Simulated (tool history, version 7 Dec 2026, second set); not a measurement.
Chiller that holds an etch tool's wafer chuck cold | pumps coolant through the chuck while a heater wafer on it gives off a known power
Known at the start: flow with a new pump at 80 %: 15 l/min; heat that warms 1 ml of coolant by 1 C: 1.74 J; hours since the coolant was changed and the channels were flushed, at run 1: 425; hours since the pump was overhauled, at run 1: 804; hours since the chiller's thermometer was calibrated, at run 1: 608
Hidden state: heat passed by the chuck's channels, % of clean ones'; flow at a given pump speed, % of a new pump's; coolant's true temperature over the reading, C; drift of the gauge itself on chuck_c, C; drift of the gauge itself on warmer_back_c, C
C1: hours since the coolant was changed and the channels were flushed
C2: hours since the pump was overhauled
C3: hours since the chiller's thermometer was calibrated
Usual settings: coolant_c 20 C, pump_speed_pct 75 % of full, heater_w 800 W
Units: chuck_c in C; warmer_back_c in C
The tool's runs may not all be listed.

{"run": 1, "hour": 0.0, "coolant_c": 20, "pump_speed_pct": 75, "heater_w": 800, "C1": 425, "C2": 804, "C3": 608, "chuck_c": 28.7, "warmer_back_c": 1.99}
{"run": 2, "hour": 21.7, "coolant_c": 20, "pump_speed_pct": 75, "heater_w": 800, "C1": 447, "C2": 825, "C3": 630, "chuck_c": 28.9, "warmer_back_c": 2.0}
{"run": 3, "hour": 49.5, "coolant_c": 20, "pump_speed_pct": 75, "heater_w": 800, "C1": 475, "C2": 853, "C3": 658, "chuck_c": 28.6, "warmer_back_c": 1.96}
{"run": 4, "hour": 75.4, "coolant_c": 20, "pump_speed_pct": 75, "heater_w": 800, "C1": 501, "C2": 879, "C3": 684, "chuck_c": 28.7, "warmer_back_c": 1.95}
{"run": 5, "hour": 94.9, "coolant_c": 20, "pump_speed_pct": 75, "heater_w": 800, "C1": 520, "C2": 899, "C3": 703, "chuck_c": 28.7, "warmer_back_c": 1.95}
{"run": 6, "hour": 123.6, "coolant_c": 21, "pump_speed_pct": 75, "heater_w": 800, "C1": 549, "C2": 927, "C3": 732, "chuck_c": 29.7, "warmer_back_c": 1.94}
{"run": 7, "hour": 141.0, "coolant_c": 12, "pump_speed_pct": 75, "heater_w": 800, "C1": 566, "C2": 945, "C3": 749, "chuck_c": 20.6, "warmer_back_c": 1.99}
{"run": 8, "hour": 175.1, "coolant_c": 12, "pump_speed_pct": 75, "heater_w": 800, "C1": 600, "C2": 979, "C3": 783, "chuck_c": 20.6, "warmer_back_c": 2.02}
{"run": 9, "hour": 196.6, "coolant_c": 12, "pump_speed_pct": 75, "heater_w": 800, "C1": 622, "C2": 1000, "C3": 805, "chuck_c": 20.8, "warmer_back_c": 1.99}
{"run": 10, "hour": 224.3, "coolant_c": 12, "pump_speed_pct": 75, "heater_w": 800, "C1": 650, "C2": 1028, "C3": 832, "chuck_c": 20.6, "warmer_back_c": 1.99}
{"run": 11, "hour": 238.7, "coolant_c": 12, "pump_speed_pct": 75, "heater_w": 571, "C1": 664, "C2": 1042, "C3": 847, "chuck_c": 18.3, "warmer_back_c": 1.48}
{"run": 12, "hour": 258.5, "coolant_c": 29, "pump_speed_pct": 65, "heater_w": 420, "C1": 684, "C2": 1062, "C3": 867, "chuck_c": 34.2, "warmer_back_c": 1.23}
{"run": 13, "hour": 280.4, "coolant_c": 20, "pump_speed_pct": 75, "heater_w": 1106, "C1": 706, "C2": 1084, "C3": 889, "chuck_c": 32.0, "warmer_back_c": 2.76}
{"run": 14, "hour": 296.0, "coolant_c": 14, "pump_speed_pct": 75, "heater_w": 629, "C1": 721, "C2": 1100, "C3": 904, "chuck_c": 20.7, "warmer_back_c": 1.56}
{"run": 15, "hour": 310.6, "coolant_c": 17, "pump_speed_pct": 62, "heater_w": 461, "C1": 736, "C2": 1114, "C3": 919, "chuck_c": 22.9, "warmer_back_c": 1.48}
{"run": 16, "hour": 334.1, "coolant_c": 17, "pump_speed_pct": 62, "heater_w": 461, "C1": 759, "C2": 1138, "C3": 942, "chuck_c": 22.9, "warmer_back_c": 1.4}
{"run": 17, "hour": 367.7, "coolant_c": 12, "pump_speed_pct": 96, "heater_w": 1068, "C1": 793, "C2": 1171, "C3": 976, "chuck_c": 21.3, "warmer_back_c": 2.01}
{"run": 18, "hour": 402.6, "coolant_c": 12, "pump_speed_pct": 96, "heater_w": 1068, "C1": 828, "C2": 1206, "C3": 1011, "chuck_c": 21.4, "warmer_back_c": 2.0}
{"run": 19, "hour": 429.2, "coolant_c": 13, "pump_speed_pct": 97, "heater_w": 500, "C1": 854, "C2": 1233, "C3": 1037, "chuck_c": 17.4, "warmer_back_c": 0.98}
{"run": 20, "hour": 460.8, "coolant_c": 20, "pump_speed_pct": 64, "heater_w": 800, "C1": 886, "C2": 1265, "C3": 1069, "chuck_c": 29.9, "warmer_back_c": 2.41}

3 ways to go on from here, each from the tool as it stands after run 20. What would each give?
{"run": "A", "hour": 489.3, "coolant_c": 16, "pump_speed_pct": 75, "heater_w": 800, "C1": 915, "C2": 1293, "C3": 1097, "chuck_c": "?", "warmer_back_c": "?"}
{"run": "B", "hour": 489.3, "coolant_c": 11, "pump_speed_pct": 76, "heater_w": 800, "C1": 915, "C2": 1293, "C3": 1097, "chuck_c": "?", "warmer_back_c": "?"}
{"run": "C", "hour": 489.3, "coolant_c": 13, "pump_speed_pct": 86, "heater_w": 931, "C1": 915, "C2": 1293, "C3": 1097, "chuck_c": "?", "warmer_back_c": "?"}

run=A chuck_c=24.4 warmer_back_c=2.01
run=B chuck_c=19.8 warmer_back_c=1.89
run=C chuck_c=22.0 warmer_back_c=2.01
Without the tool's hidden state the same runs would have given:
run=A chuck_c=24.4 warmer_back_c=2.01
run=B chuck_c=19.8 warmer_back_c=1.89
run=C chuck_c=22.0 warmer_back_c=2.01

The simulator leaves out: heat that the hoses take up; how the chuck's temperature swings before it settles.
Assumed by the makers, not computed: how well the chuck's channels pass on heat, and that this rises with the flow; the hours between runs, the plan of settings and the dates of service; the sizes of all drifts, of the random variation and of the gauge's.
